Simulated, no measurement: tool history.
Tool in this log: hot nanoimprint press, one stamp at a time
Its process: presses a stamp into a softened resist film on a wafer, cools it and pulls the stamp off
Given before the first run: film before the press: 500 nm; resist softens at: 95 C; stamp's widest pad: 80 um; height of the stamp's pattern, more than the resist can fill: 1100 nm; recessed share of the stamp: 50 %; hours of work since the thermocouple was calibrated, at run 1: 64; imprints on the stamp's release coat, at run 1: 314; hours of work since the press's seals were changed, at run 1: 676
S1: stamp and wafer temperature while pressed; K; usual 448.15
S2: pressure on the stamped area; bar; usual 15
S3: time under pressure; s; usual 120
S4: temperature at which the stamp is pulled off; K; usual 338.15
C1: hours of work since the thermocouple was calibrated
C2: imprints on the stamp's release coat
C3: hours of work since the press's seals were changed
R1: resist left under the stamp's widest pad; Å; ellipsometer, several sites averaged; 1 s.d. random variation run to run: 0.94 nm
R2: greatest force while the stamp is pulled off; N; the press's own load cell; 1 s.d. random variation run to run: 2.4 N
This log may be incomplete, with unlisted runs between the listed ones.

Run 1, hour 0: usual settings; C1 64; C2 314; C3 676. Result: R1 2175 Å, R2 181 N.
Run 2, hour 102.4: usual settings but S2 15.1 bar; C1 123; C2 607; C3 735. Result: R1 2170 Å, R2 187 N.
Run 3, hour 178.2: usual settings; C1 168; C2 824; C3 780. Result: R1 2181 Å, R2 180 N.
Run 4, hour 280.1: usual settings; C1 227; C2 1116; C3 839. Result: R1 2178 Å, R2 188 N.
Run 5, hour 354.3: usual settings; C1 270; C2 1329; C3 882. Result: R1 2190 Å, R2 183 N.
Run 6, hour 397.7: usual settings; C1 295; C2 1453; C3 908. Result: R1 2187 Å, R2 187 N.
Run 7, hour 475.7: usual settings; C1 341; C2 1676; C3 953. Result: R1 2186 Å, R2 184 N.
At hour 524.7: press's hydraulic seals changed and the load cell set to zero.
Run 8, hour 560.9: usual settings; C1 386; C2 1898; C3 21. Result: R1 2181 Å, R2 185 N.
At hour 575.9: stamp cleaned and given a new release coat.
Run 9, hour 662: usual settings but S4 337.15 K; C1 441; C2 246; C3 77. Result: R1 2189 Å, R2 184 N.
At hour 763.9: plate thermocouple calibrated.
Run 10, hour 769.3: usual settings; C1 3; C2 545; C3 137. Result: R1 2193 Å, R2 182 N.
Run 11, hour 838.5: usual settings; C1 44; C2 743; C3 178. Result: R1 2197 Å, R2 183 N.
Run 12, hour 913.1: usual settings but S4 339.15 K; C1 87; C2 957; C3 221. Result: R1 2189 Å, R2 182 N.
Run 13, hour 988.3: usual settings but S4 339.15 K; C1 131; C2 1173; C3 265. Result: R1 2200 Å, R2 177 N.
Run 14, hour 1066.9: usual settings but S4 339.15 K; C1 177; C2 1398; C3 311. Result: R1 2196 Å, R2 175 N.
Run 15, hour 1152.9: usual settings but S4 339.15 K; C1 227; C2 1644; C3 361. Result: R1 2215 Å, R2 177 N.
Run 16, hour 1239.8: usual settings but S1 441.15 K, S3 133 s, S4 336.15 K; C1 277; C2 1893; C3 411. Result: R1 2834 Å, R2 194 N.
At hour 1256.5: stamp cleaned and given a new release coat.
Run 17, hour 1294.2: usual settings but S1 441.15 K, S3 133 s, S4 336.15 K; C1 306; C2 108; C3 440. Result: R1 2840 Å, R2 195 N.
Run 18, hour 1396.8: usual settings but S1 441.15 K, S3 133 s, S4 336.15 K; C1 365; C2 402; C3 499. Result: R1 2836 Å, R2 194 N.
Run 19, hour 1447.5: usual settings but S1 447.15 K, S2 22.5 bar, S3 191 s, S4 331.15 K; C1 395; C2 547; C3 529. Result: R1 1584 Å, R2 214 N.
Run 20, hour 1516.5: usual settings but S1 447.15 K, S2 22.5 bar, S3 191 s, S4 331.15 K; C1 435; C2 745; C3 569. Result: R1 1577 Å, R2 211 N.
Run 21, hour 1568.1: usual settings but S1 454.15 K, S3 218 s; C1 465; C2 893; C3 599. Result: R1 1329 Å, R2 188 N.
At hour 1630: plate thermocouple calibrated.
Run 22, hour 1649.2: usual settings but S1 454.15 K, S3 218 s; C1 11; C2 1117; C3 645. Result: R1 1333 Å, R2 181 N.
Run 23, hour 1731.2: usual settings but S1 445.15 K, S2 10.8 bar, S3 218 s; C1 59; C2 1351; C3 693. Result: R1 2316 Å, R2 185 N.
Run 24, hour 1805.8: usual settings but S1 440.15 K, S2 17.7 bar, S4 340.15 K; C1 102; C2 1565; C3 736. Result: R1 2888 Å, R2 178 N.
Run 25, hour 1908.1: usual settings but S1 440.15 K, S2 17.7 bar, S4 340.15 K; C1 162; C2 1858; C3 796. Result: R1 2885 Å, R2 174 N.
At hour 1941.5: stamp cleaned and given a new release coat.
Run 26, hour 1991.7: usual settings but S1 440.15 K, S2 22.2 bar, S3 116 s, S4 327.15 K; C1 207; C2 144; C3 841. Result: R1 2681 Å, R2 235 N.
Run 27, hour 2068.6: usual settings but S2 10.3 bar, S3 159 s, S4 326.15 K; C1 252; C2 364; C3 886. Result: R1 2362 Å, R2 241 N.
At hour 2148.7: gauge calibrated.
Run 28, hour 2159.1: usual settings but S2 10.3 bar, S3 159 s, S4 326.15 K; C1 305; C2 623; C3 938. Result: R1 2321 Å, R2 243 N.
At hour 2234.5: press's hydraulic seals changed and the load cell set to zero.
Run 29, hour 2238.8: usual settings but S1 440.15 K, S2 11.4 bar, S3 159 s, S4 345.15 K; C1 347; C2 829; C3 2. Result: R1 3037 Å, R2 154 N.

Predict each of these 5 candidate next runs independently; none follows another, all start after run 29:
Run A, hour 2342.9: usual settings but S1 457.15 K, S2 23.5 bar, S3 205 s, S4 345.15 K; C1 407; C2 1127; C3 63. Result: R1 ?, R2 ?.
Run B, hour 2342.9: usual settings but S1 450.15 K, S4 342.15 K; C1 407; C2 1127; C3 63. Result: R1 ?, R2 ?.
Run C, hour 2342.9: usual settings but S3 191 s; C1 407; C2 1127; C3 63. Result: R1 ?, R2 ?.
Run D, hour 2342.9: usual settings but S1 444.15 K, S3 72 s; C1 407; C2 1127; C3 63. Result: R1 ?, R2 ?.
Run E, hour 2342.9: usual settings but S4 327.15 K; C1 407; C2 1127; C3 63. Result: R1 ?, R2 ?.

run    R1   R2
  A   934  148
  B  2009  166
  C  1812  178
  D  3017  187
  E  2176  233
Without the tool's unlogged condition, the same runs would have read:
run    R1   R2
  A   933  148
  B  2007  166
  C  1810  178
  D  3014  187
  E  2174  233

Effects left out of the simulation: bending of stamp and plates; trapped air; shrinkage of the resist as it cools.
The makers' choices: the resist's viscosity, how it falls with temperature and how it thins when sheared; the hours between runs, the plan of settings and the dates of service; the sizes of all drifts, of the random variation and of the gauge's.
